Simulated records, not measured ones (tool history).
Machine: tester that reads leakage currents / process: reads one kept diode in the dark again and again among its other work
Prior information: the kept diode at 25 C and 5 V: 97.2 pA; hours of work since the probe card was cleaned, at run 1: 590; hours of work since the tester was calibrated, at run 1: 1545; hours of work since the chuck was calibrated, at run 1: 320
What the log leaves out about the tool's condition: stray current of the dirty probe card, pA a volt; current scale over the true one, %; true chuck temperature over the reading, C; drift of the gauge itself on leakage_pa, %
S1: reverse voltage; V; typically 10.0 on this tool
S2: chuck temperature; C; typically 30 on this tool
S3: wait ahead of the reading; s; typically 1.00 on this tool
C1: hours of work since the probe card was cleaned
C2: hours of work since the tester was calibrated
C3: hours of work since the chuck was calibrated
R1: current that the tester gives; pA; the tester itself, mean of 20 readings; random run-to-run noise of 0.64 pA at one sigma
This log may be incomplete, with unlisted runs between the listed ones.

run	day	S1	S2	S3	C1	C2	C3	R1
1	0.000	10.0	30	1.00	590	1545	320	212.65
2	2.767	10.0	30	1.00	623	1578	352	211.84
3	5.042	10.0	30	1.00	650	1605	379	210.42
4	7.446	10.0	30	1.00	678	1633	408	212.15
5	10.671	10.0	30	1.00	717	1671	446	212.44
6	12.950	10.0	30	1.00	744	1698	473	212.47
7	16.212	10.0	30	1.00	782	1737	511	213.22
8	20.267	10.0	30	1.00	830	1785	560	210.60
9	24.554	10.0	30	1.00	881	1836	610	211.79
10	26.550	10.0	58	1.00	905	1859	634	1364.03
11	30.288	10.0	58	1.00	949	1904	678	1366.10
12	33.017	10.0	58	1.00	981	1936	710	1356.90
13	35.975	10.0	58	1.00	1016	1971	746	1363.18
14	39.879	10.0	58	1.00	1062	2017	792	1362.83
15	42.662	3.4	26	8.43	1095	2050	825	83.89
16	46.221	1.7	30	4.24	1138	2092	867	74.92
17	49.679	1.0	28	4.24	1179	2133	908	47.71
18	51.775	3.6	25	0.53	1203	2158	933	81.19
19	55.333	3.6	25	0.53	1245	2200	975	81.21
20	59.562	1.9	48	1.00	1296	2250	1025	275.50
21	61.504	1.9	48	1.00	1319	2273	1048	275.42
22	63.696	1.3	44	8.24	1345	2299	1074	169.39
23	65.479	1.3	44	8.24	1366	2320	1095	169.68
24	69.362	16.5	30	2.18	1412	2366	1141	282.36
25	72.992	16.5	30	2.18	1455	2409	1184	281.39
# day 73.367: tester calibrated
26	75.771	16.5	30	2.18	1487	28	1216	281.62
# day 76.238: chuck's temperature calibrated
27	79.933	16.5	30	2.18	1535	77	44	284.80

Each row is a separate what-if for the run after 27, all from the same tool condition, not one after another. Results?
A	81.942	9.2	30	2.18	1559	101	68	?
B	81.942	11.7	33	1.00	1559	101	68	?
C	81.942	5.4	30	1.00	1559	101	68	?
D	81.942	7.6	30	2.18	1559	101	68	?
E	81.942	16.5	30	0.74	1559	101	68	?

run	R1
A	201.80
B	289.35
C	148.06
D	179.48
E	286.57
Had the tool no hidden state, the same runs would have come out as:
run	R1
A	201.77
B	289.31
C	148.04
D	179.45
E	286.49
